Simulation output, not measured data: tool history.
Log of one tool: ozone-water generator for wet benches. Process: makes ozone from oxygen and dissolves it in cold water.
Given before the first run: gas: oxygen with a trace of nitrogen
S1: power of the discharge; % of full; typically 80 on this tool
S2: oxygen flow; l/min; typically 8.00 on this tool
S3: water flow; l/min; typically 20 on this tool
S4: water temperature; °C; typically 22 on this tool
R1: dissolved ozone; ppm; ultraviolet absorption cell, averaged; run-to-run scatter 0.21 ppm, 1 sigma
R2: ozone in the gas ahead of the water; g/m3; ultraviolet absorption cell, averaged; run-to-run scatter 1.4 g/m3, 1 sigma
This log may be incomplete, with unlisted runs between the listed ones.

| run | hour | S1 | S2 | S3 | S4 | R1 | R2 |
|---|---|---|---|---|---|---|---|
| 1 | 0.0 | 80 | 8.00 | 20 | 22 | 28.4 | 237.3 |
| 2 | 48.3 | 80 | 8.00 | 20 | 22 | 27.9 | 239.8 |
| 3 | 84.2 | 80 | 8.00 | 20 | 22 | 27.9 | 238.3 |
| 4 | 115.2 | 80 | 8.00 | 20 | 22 | 28.0 | 237.4 |
| 5 | 181.5 | 80 | 8.00 | 20 | 22 | 27.8 | 237.0 |
| 6 | 223.6 | 80 | 8.00 | 20 | 22 | 27.7 | 237.4 |
| 7 | 284.2 | 80 | 8.00 | 20 | 22 | 27.4 | 236.4 |
| 8 | 338.0 | 80 | 8.00 | 20 | 22 | 27.2 | 237.5 |
| 9 | 368.7 | 80 | 5.45 | 20 | 22 | 29.5 | 304.5 |
| 10 | 427.6 | 80 | 5.45 | 13 | 22 | 38.4 | 300.5 |
| 11 | 462.9 | 80 | 8.60 | 18 | 22 | 28.2 | 225.3 |
| 12 | 532.0 | 42 | 8.00 | 28 | 28 | 13.7 | 158.2 |
| 13 | 600.2 | 80 | 6.34 | 20 | 22 | 28.6 | 272.8 |
| 14 | 639.6 | 80 | 6.34 | 20 | 17 | 31.2 | 271.5 |
| 15 | 686.4 | 80 | 4.60 | 14 | 22 | 37.5 | 332.8 |

Below, some changes in R1 between adjacent runs. For each, the amount present without the hidden state too (settings, incoming material, random variation) and the amount remaining for the hidden state with gauge scatter not shared by both compared results:
The hidden state here: yield of the discharge, % of new electrodes'; contactor's efficiency, % of a clean one's; true water temperature over the reading, C; drift of the gauge itself on ozone_ppm, %; drift of the gauge itself on gas_g_m3, %.
Run 12 -> 13: S1 42 -> 80, S2 8.00 -> 6.34, S3 28 -> 20, S4 28 -> 22. R1 +14.9 ppm: hidden state -2.9, all else +17.8.
